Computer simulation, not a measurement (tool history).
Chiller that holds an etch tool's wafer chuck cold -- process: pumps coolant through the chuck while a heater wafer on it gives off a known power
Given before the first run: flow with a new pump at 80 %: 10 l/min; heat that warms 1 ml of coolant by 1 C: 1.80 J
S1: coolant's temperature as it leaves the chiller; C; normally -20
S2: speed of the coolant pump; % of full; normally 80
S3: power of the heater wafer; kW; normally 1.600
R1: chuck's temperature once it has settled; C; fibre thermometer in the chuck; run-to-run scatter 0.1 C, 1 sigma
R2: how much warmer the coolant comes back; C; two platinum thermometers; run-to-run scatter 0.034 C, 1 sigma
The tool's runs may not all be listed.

run	hour	S1	S2	S3	R1	R2
1	0.0	-20	80	1.600	-7.9	5.34
# hour 130.4: chiller's thermometer calibrated
2	130.4	-20	80	1.600	-8.2	5.35
3	212.6	-20	80	1.600	-8.0	5.38
4	267.1	-20	80	1.600	-7.9	5.36
5	397.0	-12	80	1.600	0.1	5.41
6	510.3	-12	80	1.600	0.1	5.37
# hour 524.0: coolant pump overhauled
7	607.9	-12	80	1.600	0.4	5.42
8	698.8	-12	82	1.600	0.1	5.32
9	806.9	-20	90	0.809	-13.9	2.44
10	915.0	-11	80	1.651	1.8	5.69
11	994.0	-11	80	1.651	1.8	5.69

4 options for the next run, each taken on its own from the tool as it stands now. Forecast them:
A	1062.7	-18	95	2.102	?	?
B	1062.7	-20	90	1.600	?	?
C	1062.7	-24	73	1.089	?	?
D	1062.7	-12	64	2.265	?	?

run	R1	R2
A	-3.1	6.09
B	-8.3	4.90
C	-15.0	4.07
D	8.2	9.81
The same runs, with their run-to-run variation unchanged, on a tool lacking any hidden condition would have given:
run	R1	R2
A	-5.2	5.89
B	-9.9	4.74
C	-16.3	3.94
D	5.6	9.50
